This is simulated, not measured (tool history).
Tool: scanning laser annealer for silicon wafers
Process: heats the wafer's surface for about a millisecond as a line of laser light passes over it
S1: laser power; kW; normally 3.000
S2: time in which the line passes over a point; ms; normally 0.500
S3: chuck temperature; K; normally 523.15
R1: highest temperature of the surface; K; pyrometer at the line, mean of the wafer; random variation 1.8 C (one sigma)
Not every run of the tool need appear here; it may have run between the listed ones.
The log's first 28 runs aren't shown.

run,day,S1,S2,S3,R1
29,81.229,3.129,0.566,504.15,1409.15
30,84.821,3.000,0.368,538.15,1205.15
31,86.779,2.557,0.594,551.15,1283.15
32,90.421,2.827,0.491,484.15,1215.15
33,93.029,2.827,0.491,484.15,1211.15
# day 95.700: window over the wafer cleaned
34,96.546,3.000,0.500,506.15,1327.15
35,99.525,3.000,0.500,506.15,1319.15
36,103.042,3.000,0.500,515.15,1324.15
37,106.038,2.786,0.421,559.15,1232.15
38,107.846,2.958,0.445,553.15,1290.15
39,110.167,2.817,0.500,523.15,1268.15
40,112.204,3.123,0.546,486.15,1366.15
41,115.642,3.123,0.546,486.15,1359.15

Consider 4 possible next runs. They are alternatives, not a sequence: every one starts from the tool as it was left by run 41. What does each give?
A,118.800,3.264,0.594,549.15,?
B,118.800,2.649,0.490,494.15,?
C,118.800,3.123,0.551,534.15,?
D,118.800,2.652,0.491,542.15,?

run,R1
A,1509.15
B,1169.15
C,1406.15
D,1219.15
What these runs would have given with no unlogged condition in the tool:
run,R1
A,1551.15
B,1198.15
C,1444.15
D,1248.15
